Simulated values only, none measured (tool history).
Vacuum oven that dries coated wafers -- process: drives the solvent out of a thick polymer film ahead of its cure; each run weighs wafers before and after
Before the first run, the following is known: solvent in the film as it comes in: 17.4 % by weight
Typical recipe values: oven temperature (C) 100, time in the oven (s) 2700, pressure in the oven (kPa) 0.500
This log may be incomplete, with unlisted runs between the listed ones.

| run | hour | oven temperature (C) | time in the oven (s) | pressure in the oven (kPa) | solvent left in the film (%) |
|---|---|---|---|---|---|
| 1 | 0.0 | 100 | 2700 | 0.500 | 2.58 |
| 2 | 32.3 | 100 | 3060 | 0.500 | 1.93 |
| 3 | 51.6 | 100 | 3060 | 0.500 | 1.96 |
| 4 | 70.7 | 100 | 3060 | 0.500 | 2.07 |
| 5 | 101.3 | 100 | 2700 | 0.500 | 2.54 |
| 6 | 126.4 | 100 | 2700 | 0.500 | 2.53 |
| 7 | 148.5 | 100 | 2700 | 0.500 | 2.56 |
| 8 | 166.8 | 100 | 2700 | 0.500 | 2.57 |
| 9 | 195.2 | 100 | 2700 | 1.126 | 2.63 |
| 10 | 217.2 | 100 | 2700 | 0.500 | 2.53 |
| 11 | 239.4 | 100 | 2700 | 1.150 | 2.49 |
| 12 | 261.8 | 100 | 2700 | 0.500 | 2.47 |
| 13 | 275.6 | 100 | 2700 | 0.500 | 2.35 |
| 14 | 305.2 | 100 | 2040 | 0.500 | 3.64 |
| 15 | 326.4 | 98 | 2700 | 0.500 | 3.01 |
| 16 | 349.5 | 98 | 2700 | 0.500 | 2.95 |
| 17 | 370.2 | 98 | 2700 | 0.500 | 2.96 |
| 18 | 393.0 | 98 | 2700 | 0.500 | 2.99 |
| 19 | 420.1 | 98 | 2700 | 0.500 | 2.91 |
| 20 | 433.3 | 100 | 4080 | 0.500 | 1.02 |
| 21 | 449.8 | 102 | 4080 | 0.500 | 0.68 |
| 22 | 480.4 | 102 | 4080 | 0.500 | 0.73 |
| 23 | 496.8 | 102 | 4080 | 0.500 | 0.75 |
| 24 | 511.9 | 102 | 1380 | 0.321 | 4.81 |
| 25 | 528.9 | 109 | 1980 | 1.789 | 1.65 |
| 26 | 548.0 | 109 | 1980 | 1.789 | 1.64 |
| 27 | 566.2 | 114 | 2940 | 0.500 | 0.17 |
|  | 585.1 | oven's thermocouples calibrated |
| 28 | 586.2 | 114 | 2940 | 0.500 | 0.41 |
| 29 | 614.4 | 114 | 2940 | 0.500 | 0.27 |
| 30 | 627.5 | 100 | 1620 | 0.500 | 5.49 |
| 31 | 651.1 | 91 | 2340 | 1.938 | 7.02 |
| 32 | 670.5 | 91 | 2340 | 1.938 | 7.19 |
| 33 | 695.1 | 91 | 2340 | 1.938 | 7.06 |
| 34 | 727.2 | 104 | 1620 | 0.286 | 4.15 |
| 35 | 756.6 | 105 | 1740 | 0.286 | 3.43 |
| 36 | 770.5 | 100 | 2880 | 0.518 | 2.66 |
| 37 | 788.4 | 100 | 2700 | 0.907 | 3.06 |
| 38 | 813.9 | 100 | 2700 | 0.907 | 2.97 |
| 39 | 836.1 | 95 | 2700 | 1.589 | 4.87 |
| 40 | 853.2 | 92 | 1380 | 0.690 | 8.82 |
| 41 | 867.7 | 106 | 3840 | 0.500 | 0.61 |
| 42 | 893.9 | 106 | 3840 | 0.500 | 0.55 |
| 43 | 923.2 | 106 | 2820 | 1.210 | 1.48 |
| 44 | 955.5 | 106 | 1800 | 1.424 | 3.15 |
| 45 | 984.1 | 106 | 1800 | 1.424 | 3.07 |
| 46 | 1007.7 | 100 | 2640 | 0.667 | 2.95 |

Here are 3 independent what-if runs from the current tool condition. What would each one return?
| A | 1039.1 | 88 | 2700 | 0.745 | ? |
| B | 1039.1 | 103 | 1560 | 1.645 | ? |
| C | 1039.1 | 109 | 1380 | 0.526 | ? |

| run | solvent left in the film (%) |
|---|---|
| A | 6.91 |
| B | 4.70 |
| C | 3.28 |
With no hidden state in the tool, these same runs would have given:
| run | solvent left in the film (%) |
|---|---|
| A | 6.95 |
| B | 4.76 |
| C | 3.34 |
